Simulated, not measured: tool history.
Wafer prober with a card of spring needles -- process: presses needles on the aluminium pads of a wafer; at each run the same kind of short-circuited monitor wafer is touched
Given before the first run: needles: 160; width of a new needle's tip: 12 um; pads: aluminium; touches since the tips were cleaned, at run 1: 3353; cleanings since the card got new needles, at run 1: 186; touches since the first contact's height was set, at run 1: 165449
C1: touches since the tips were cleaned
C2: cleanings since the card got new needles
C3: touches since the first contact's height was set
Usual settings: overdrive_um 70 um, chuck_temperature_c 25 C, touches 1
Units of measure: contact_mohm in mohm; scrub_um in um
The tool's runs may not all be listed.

run 1 hour=0.0 | overdrive_um=70 chuck_temperature_c=25 touches=1 | C1=3353 C2=186 C3=165449 | contact_mohm=238 scrub_um=16.96
-- hour=1.9 tips cleaned on abrasive film
-- hour=11.0 tips cleaned on abrasive film
-- hour=20.1 tips cleaned on abrasive film
-- hour=29.2 tips cleaned on abrasive film
-- hour=38.3 tips cleaned on abrasive film
-- hour=47.3 tips cleaned on abrasive film
run 2 hour=51.3 | overdrive_um=70 chuck_temperature_c=25 touches=1 | C1=2205 C2=192 C3=193994 | contact_mohm=226 scrub_um=16.83
-- hour=54.9 tips cleaned on abrasive film
-- hour=64.0 tips cleaned on abrasive film
-- hour=73.1 tips cleaned on abrasive film
-- hour=80.4 tips cleaned on abrasive film
-- hour=89.5 tips cleaned on abrasive film
run 3 hour=92.8 | overdrive_um=70 chuck_temperature_c=25 touches=1 | C1=1857 C2=197 C3=217126 | contact_mohm=217 scrub_um=16.75
-- hour=98.3 tips cleaned on abrasive film
-- hour=105.6 tips cleaned on abrasive film
-- hour=112.9 tips cleaned on abrasive film
-- hour=122.0 tips cleaned on abrasive film
-- hour=131.1 tips cleaned on abrasive film
run 4 hour=133.7 | overdrive_um=70 chuck_temperature_c=25 touches=2 | C1=1506 C2=202 C3=239906 | contact_mohm=194 scrub_um=16.71
-- hour=137.6 height of the first contact set anew
-- hour=139.5 tips cleaned on abrasive film
-- hour=148.6 tips cleaned on abrasive film
-- hour=157.7 tips cleaned on abrasive film
-- hour=165.0 tips cleaned on abrasive film
-- hour=174.1 tips cleaned on abrasive film
-- hour=181.4 tips cleaned on abrasive film
-- hour=188.7 tips cleaned on abrasive film
run 5 hour=193.0 | overdrive_um=70 chuck_temperature_c=25 touches=2 | C1=2461 C2=209 C3=30829 | contact_mohm=206 scrub_um=17.31
-- hour=196.7 tips cleaned on abrasive film
-- hour=205.8 tips cleaned on abrasive film
-- hour=214.9 tips cleaned on abrasive film
run 6 hour=217.4 | overdrive_um=70 chuck_temperature_c=81 touches=1 | C1=1387 C2=212 C3=44373 | contact_mohm=216 scrub_um=17.23
-- hour=222.9 tips cleaned on abrasive film
-- hour=231.9 tips cleaned on abrasive film
-- hour=239.2 tips cleaned on abrasive film
-- hour=248.3 tips cleaned on abrasive film
run 7 hour=251.8 | overdrive_um=70 chuck_temperature_c=81 touches=1 | C1=1972 C2=216 C3=63569 | contact_mohm=227 scrub_um=17.24
-- hour=257.3 tips cleaned on abrasive film
-- hour=264.6 tips cleaned on abrasive film
-- hour=273.7 tips cleaned on abrasive film
-- hour=282.8 tips cleaned on abrasive film
run 8 hour=287.9 | overdrive_um=70 chuck_temperature_c=25 touches=1 | C1=2868 C2=220 C3=83661 | contact_mohm=233 scrub_um=17.12
-- hour=291.6 tips cleaned on abrasive film
-- hour=298.9 tips cleaned on abrasive film
-- hour=306.2 tips cleaned on abrasive film
-- hour=315.2 tips cleaned on abrasive film
-- hour=322.5 tips cleaned on abrasive film
-- hour=331.6 tips cleaned on abrasive film
-- hour=340.3 tips cleaned on abrasive film
run 9 hour=340.3 | overdrive_um=85 chuck_temperature_c=25 touches=1 | C1=0 C2=227 C3=112786 | contact_mohm=169 scrub_um=20.71
-- hour=347.6 tips cleaned on abrasive film
-- hour=356.6 tips cleaned on abrasive film
-- hour=363.9 tips cleaned on abrasive film
-- hour=371.2 tips cleaned on abrasive film
-- hour=379.8 tips cleaned on abrasive film
run 10 hour=379.8 | overdrive_um=85 chuck_temperature_c=64 touches=1 | C1=0 C2=232 C3=134762 | contact_mohm=176 scrub_um=20.68
-- hour=388.8 tips cleaned on abrasive film
-- hour=396.1 tips cleaned on abrasive film
-- hour=405.2 tips cleaned on abrasive film
-- hour=412.5 tips cleaned on abrasive film
-- hour=421.6 tips cleaned on abrasive film
run 11 hour=423.7 | overdrive_um=85 chuck_temperature_c=64 touches=1 | C1=1204 C2=237 C3=159267 | contact_mohm=205 scrub_um=20.53
-- hour=429.2 tips cleaned on abrasive film
-- hour=438.3 tips cleaned on abrasive film
-- hour=445.6 tips cleaned on abrasive film
-- hour=454.4 tips cleaned on abrasive film
run 12 hour=454.4 | overdrive_um=52 chuck_temperature_c=25 touches=1 | C1=0 C2=241 C3=176306 | contact_mohm=176 scrub_um=12.35
-- hour=461.7 tips cleaned on abrasive film
-- hour=470.8 tips cleaned on abrasive film
-- hour=478.1 tips cleaned on abrasive film
-- hour=487.1 tips cleaned on abrasive film
-- hour=494.4 tips cleaned on abrasive film
run 13 hour=500.0 | overdrive_um=52 chuck_temperature_c=25 touches=1 | C1=3126 C2=246 C3=201721 | contact_mohm=301 scrub_um=12.25
-- hour=501.9 tips cleaned on abrasive film
-- hour=511.0 tips cleaned on abrasive film
-- hour=520.1 tips cleaned on abrasive film
-- hour=527.3 tips cleaned on abrasive film
-- hour=534.6 tips cleaned on abrasive film
run 14 hour=539.3 | overdrive_um=88 chuck_temperature_c=25 touches=2 | C1=2630 C2=251 C3=223601 | contact_mohm=197 scrub_um=21.22
-- hour=543.0 tips cleaned on abrasive film
-- hour=550.3 tips cleaned on abrasive film
-- hour=559.4 tips cleaned on abrasive film
-- hour=568.5 tips cleaned on abrasive film
-- hour=574.2 height of the first contact set anew
-- hour=577.9 tips cleaned on abrasive film
run 15 hour=583.0 | overdrive_um=59 chuck_temperature_c=71 touches=2 | C1=2889 C2=256 C3=4914 | contact_mohm=231 scrub_um=14.68

Run 16 comes next. What will it give?
-- hour=586.7 tips cleaned on abrasive film
-- hour=594.0 tips cleaned on abrasive film
-- hour=603.1 tips cleaned on abrasive film
-- hour=610.4 tips cleaned on abrasive film
-- hour=619.4 tips cleaned on abrasive film
-- hour=626.7 tips cleaned on abrasive film
-- hour=635.8 tips cleaned on abrasive film
run 16 hour=636.7 | overdrive_um=59 chuck_temperature_c=71 touches=2 | C1=516 C2=263 C3=34810 | contact_mohm=? scrub_um=?

Run 16 gave contact_mohm 196 mohm, scrub_um 14.52 um.
With the hidden condition absent and the run-to-run variation left alone, this run would have shown contact_mohm 172 mohm, scrub_um 14.63 um.
